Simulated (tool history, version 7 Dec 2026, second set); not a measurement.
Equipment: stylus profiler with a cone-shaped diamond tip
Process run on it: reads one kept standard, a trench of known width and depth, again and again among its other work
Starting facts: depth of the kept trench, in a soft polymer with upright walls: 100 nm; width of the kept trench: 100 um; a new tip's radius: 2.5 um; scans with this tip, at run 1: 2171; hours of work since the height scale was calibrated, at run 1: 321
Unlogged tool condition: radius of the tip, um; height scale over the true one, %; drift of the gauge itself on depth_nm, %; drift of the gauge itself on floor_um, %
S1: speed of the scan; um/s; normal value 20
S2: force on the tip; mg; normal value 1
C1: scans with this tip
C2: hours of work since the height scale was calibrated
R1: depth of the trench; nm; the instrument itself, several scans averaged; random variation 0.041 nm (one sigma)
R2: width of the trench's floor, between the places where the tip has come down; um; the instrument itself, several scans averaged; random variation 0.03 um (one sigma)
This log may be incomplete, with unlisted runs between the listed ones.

run	hour	S1	S2	C1	C2	R1	R2
1	0	20	1	2171	321	100.22	98.06
2	7.8	20	0.73	2207	327	100.19	97.99
3	23.4	20	1.35	2279	337	100.28	98.06
4	30.3	20	1.35	2311	342	100.27	98.1
5	44.9	8	1.35	2379	352	100.32	98.11
6	56.1	8	1.35	2431	360	100.26	98.11
7	64.4	21	1.35	2470	366	100.29	98.06
8	74.9	21	1.35	2518	373	100.32	98.03
9	90.9	21	1.35	2593	384	100.34	98.03
10	102.5	21	1.35	2647	392	100.28	98
11	113.5	21	1.35	2698	399	100.3	98.01
12	123.5	21	2.33	2744	406	100.44	98.06
# hour 125.2: height scale calibrated on a step standard
13	134.9	21	2.33	2795	7	100.38	97.98
14	145.1	7	2.33	2842	14	100.4	98.02
# hour 155: height scale calibrated on a step standard, once more
15	156.3	7	2.33	2892	1	100.54	98.1
16	170.3	7	2.33	2957	11	100.57	98.02
17	186.2	20	0.34	3031	21	100.14	97.85
18	202.1	66	1	3104	32	100.29	97.6
19	212.9	20	0.7	3155	40	100.19	97.89
20	227.5	27	2.96	3222	50	100.6	97.9
21	239.6	54	0.68	3279	58	100.22	97.59
22	250.8	21	0.38	3331	66	100.14	97.79
23	263.1	31	0.65	3388	74	100.26	97.8
24	269.8	10	0.41	3419	79	100.24	97.84
25	279.7	10	0.41	3465	86	100.22	97.92
26	291.6	20	2.74	3520	94	100.57	97.86
27	300	19	2.3	3559	100	100.52	97.9
28	307.3	19	2.3	3593	105	100.5	97.91
29	318.3	19	2.3	3644	112	100.53	97.85
30	333.6	7	1	3715	123	100.3	97.88
31	343.5	7	1	3761	130	100.24	97.92
32	350.9	25	1	3796	135	100.25	97.82
33	360	7	0.49	3838	141	100.17	97.89
34	372.8	13	1	3897	150	100.29	97.83
35	383.7	41	0.54	3948	157	100.17	97.58
36	393.8	41	0.54	3994	164	100.18	97.52
37	406.6	20	0.89	4054	173	100.26	97.76

Describe how what the log doesn't record of the tool's condition differs between the last listed run preceding each entry between runs and the first listed run following it.
Run 12 -> run 13: height scale calibrated on a step standard (hour 125.2)
  radius of the tip, um: 4.59 -> 4.63; height scale over the true one, %: -0.094 -> -0.16
  measured minus no-state result, R1: -0.1 -> -0.16 nm; R2: -0.5 -> -0.51 um
Run 14 -> run 15: height scale calibrated on a step standard, once more (hour 155)
  radius of the tip, um: 4.66 -> 4.7; height scale over the true one, %: -0.162 -> 0
  measured minus no-state result, R1: -0.17 -> +0 nm; R2: -0.52 -> -0.53 um
